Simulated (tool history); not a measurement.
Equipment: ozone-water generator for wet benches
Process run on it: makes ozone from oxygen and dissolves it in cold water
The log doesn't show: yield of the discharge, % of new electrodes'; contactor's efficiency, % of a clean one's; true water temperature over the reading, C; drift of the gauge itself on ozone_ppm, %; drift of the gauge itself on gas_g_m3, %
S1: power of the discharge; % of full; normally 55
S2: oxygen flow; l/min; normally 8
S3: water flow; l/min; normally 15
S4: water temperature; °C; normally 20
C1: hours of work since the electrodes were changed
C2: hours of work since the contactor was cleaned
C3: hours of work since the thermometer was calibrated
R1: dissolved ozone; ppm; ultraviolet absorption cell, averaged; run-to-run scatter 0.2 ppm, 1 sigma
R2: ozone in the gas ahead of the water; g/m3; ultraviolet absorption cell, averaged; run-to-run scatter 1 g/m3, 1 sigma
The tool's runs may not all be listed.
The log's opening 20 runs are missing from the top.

Run 21, hour 784.8: usual settings but S3 24 l/min; C1 805; C2 2503; C3 2658. Result: R1 20.9 ppm, R2 173.3 g/m3.
Run 22, hour 809.9: usual settings but S2 14.16 l/min; C1 823; C2 2521; C3 2675. Result: R1 26.3 ppm, R2 137.5 g/m3.
Run 23, hour 836.4: usual settings but S2 14.16 l/min; C1 842; C2 2540; C3 2694. Result: R1 26.2 ppm, R2 136 g/m3.
Run 24, hour 874.6: usual settings but S1 57 % of full, S2 12.98 l/min, S4 25 °C; C1 869; C2 2567; C3 2721. Result: R1 24.2 ppm, R2 145 g/m3.
Run 25, hour 896.5: usual settings but S1 57 % of full, S2 12.98 l/min, S4 25 °C; C1 885; C2 2583; C3 2737. Result: R1 23.9 ppm, R2 144.4 g/m3.
Run 26, hour 949.2: usual settings but S2 4.99 l/min, S3 13 l/min, S4 25 °C; C1 922; C2 2620; C3 2775. Result: R1 28.5 ppm, R2 213.6 g/m3.
Run 27, hour 971.1: usual settings but S1 82 % of full, S2 4.9 l/min, S3 10 l/min, S4 25 °C; C1 938; C2 2636; C3 2790. Result: R1 41.8 ppm, R2 273.9 g/m3.
Run 28, hour 1015.7: usual settings but S1 46 % of full, S2 8.28 l/min, S4 25 °C; C1 970; C2 2667; C3 2822. Result: R1 22.4 ppm, R2 153.8 g/m3.
Run 29, hour 1056: usual settings but S1 46 % of full, S2 8.28 l/min, S4 25 °C; C1 998; C2 2696; C3 2850. Result: R1 22.6 ppm, R2 154 g/m3.
Run 30, hour 1085.5: usual settings but S1 46 % of full, S2 8.28 l/min, S4 25 °C; C1 1019; C2 2717; C3 2871. Result: R1 22.4 ppm, R2 153.3 g/m3.
Run 31, hour 1119.3: usual settings but S1 89 % of full, S3 10 l/min, S4 17 °C; C1 1043; C2 2741; C3 2895. Result: R1 49.5 ppm, R2 237.5 g/m3.
Run 32, hour 1156.2: usual settings but S1 46 % of full, S2 11.14 l/min, S3 20 l/min, S4 27 °C; C1 1070; C2 2767; C3 2922. Result: R1 18.2 ppm, R2 134.6 g/m3.

Consider 4 possible next runs. They are alternatives, not a sequence: every one starts from the tool as it was left by run 32. What does each give?
Run A, hour 1202: usual settings but S1 69 % of full; C1 1102; C2 2800; C3 2954. Result: R1 ?, R2 ?.
Run B, hour 1202: usual settings but S1 87 % of full, S2 13.81 l/min, S3 12 l/min, S4 27 °C; C1 1102; C2 2800; C3 2954. Result: R1 ?, R2 ?.
Run C, hour 1202: usual settings but S1 46 % of full, S2 11.14 l/min, S3 20 l/min, S4 25 °C; C1 1102; C2 2800; C3 2954. Result: R1 ?, R2 ?.
Run D, hour 1202: usual settings but S1 59 % of full, S2 5.31 l/min, S3 16 l/min; C1 1102; C2 2800; C3 2954. Result: R1 ?, R2 ?.

run    R1     R2
  A  32.4  200.2
  B  31.8  182.7
  C    19  133.7
  D  28.2  217.5
Without the tool's unlogged condition, the same runs would have read:
run    R1     R2
  A  33.9  204.4
  B  33.4  187.1
  C  19.9  135.8
  D  29.4  221.6
